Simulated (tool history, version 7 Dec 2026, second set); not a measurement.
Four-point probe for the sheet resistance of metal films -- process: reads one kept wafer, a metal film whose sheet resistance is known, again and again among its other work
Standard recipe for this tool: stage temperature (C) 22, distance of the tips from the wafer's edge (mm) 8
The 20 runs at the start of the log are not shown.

run	hour	stage temperature (C)	distance of the tips from the wafer's edge (mm)	sheet resistance as the instrument gives it (ohm/square)
# hour 1541.7: new probe head fitted
21	1574.4	22	17	0.171879
22	1627.2	22	8	0.172361
23	1681.5	22	8	0.172352
24	1730.8	26	5	0.173298
25	1834.9	26	5	0.173381
26	1926.9	32	5	0.173465
27	2024.5	28	9	0.172367
28	2106.3	24	23	0.171961
29	2163.4	21	30	0.171956
30	2222.7	29	19	0.172112
31	2268.2	29	19	0.17207
32	2339.3	19	7	0.17271
33	2426.1	22	36	0.172018
34	2506.5	26	10	0.172265
35	2579	28	3	0.17608
36	2664.6	28	3	0.176142
37	2709.8	28	3	0.176137
38	2797.5	26	6	0.173158
39	2854	26	6	0.173135
40	2955	33	68	0.172167
41	3012.8	20	68	0.172104
42	3101.3	20	68	0.172123
43	3162.7	20	3	0.176173
44	3209	32	37	0.17231
45	3253.7	32	37	0.172276

Branching from run 45: 3 alternative next runs. What would each branch give?
A	3340.9	34	46	?
B	3340.9	31	32	?
C	3340.9	33	37	?

run	sheet resistance as the instrument gives it (ohm/square)
A	0.172319
B	0.17229
C	0.172311
With the hidden condition removed and each run's random variation left untouched, the same runs would have given:
run	sheet resistance as the instrument gives it (ohm/square)
A	0.171283
B	0.171259
C	0.171276
